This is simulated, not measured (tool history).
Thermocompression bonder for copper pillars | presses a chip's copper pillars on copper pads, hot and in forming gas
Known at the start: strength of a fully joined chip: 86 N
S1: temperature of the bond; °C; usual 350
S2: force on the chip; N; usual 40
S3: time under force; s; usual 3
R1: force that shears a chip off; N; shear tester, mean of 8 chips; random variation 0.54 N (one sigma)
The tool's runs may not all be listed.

| run | hour | S1 | S2 | S3 | R1 |
|---|---|---|---|---|---|
| 1 | 0 | 350 | 40 | 3 | 35.3 |
| 2 | 26.3 | 362 | 40 | 3 | 40.4 |
| 3 | 49 | 350 | 40 | 3 | 34.9 |
| 4 | 70.6 | 350 | 40 | 3 | 34.7 |
| 5 | 97.8 | 350 | 40 | 3 | 35.5 |
| 6 | 138.8 | 350 | 40 | 3 | 34.6 |
|  | 150.3 | forming gas filter changed |
| 7 | 168.9 | 350 | 40 | 3 | 36.5 |
| 8 | 195.2 | 345 | 40 | 3 | 35.8 |
| 9 | 237.6 | 345 | 40 | 3 | 35 |
| 10 | 270.9 | 350 | 40 | 7 | 47.7 |
| 11 | 295.4 | 350 | 26 | 4 | 28.7 |
| 12 | 335.4 | 350 | 47 | 2 | 35.3 |
| 13 | 361.4 | 323 | 29 | 2 | 16.7 |
| 14 | 392.5 | 334 | 49 | 8 | 48.4 |
|  | 418.3 | forming gas filter changed |
| 15 | 421.7 | 334 | 49 | 8 | 51.4 |
| 16 | 457.8 | 378 | 31 | 7 | 53.4 |
| 17 | 498.6 | 327 | 27 | 8 | 31.6 |
| 18 | 537.7 | 324 | 31 | 3 | 23 |

4 ways to go on from here, each from the tool as it stands after run 18. What would each give?
| A | 577.2 | 356 | 40 | 3 | ? |
| B | 577.2 | 374 | 41 | 2 | ? |
| C | 577.2 | 377 | 52 | 2 | ? |
| D | 577.2 | 324 | 31 | 8 | ? |

| run | R1 |
|---|---|
| A | 39.8 |
| B | 40.9 |
| C | 48.2 |
| D | 32.5 |
Without the tool's hidden state the same runs would have given:
| run | R1 |
|---|---|
| A | 37.4 |
| B | 38.8 |
| C | 46.3 |
| D | 29.9 |
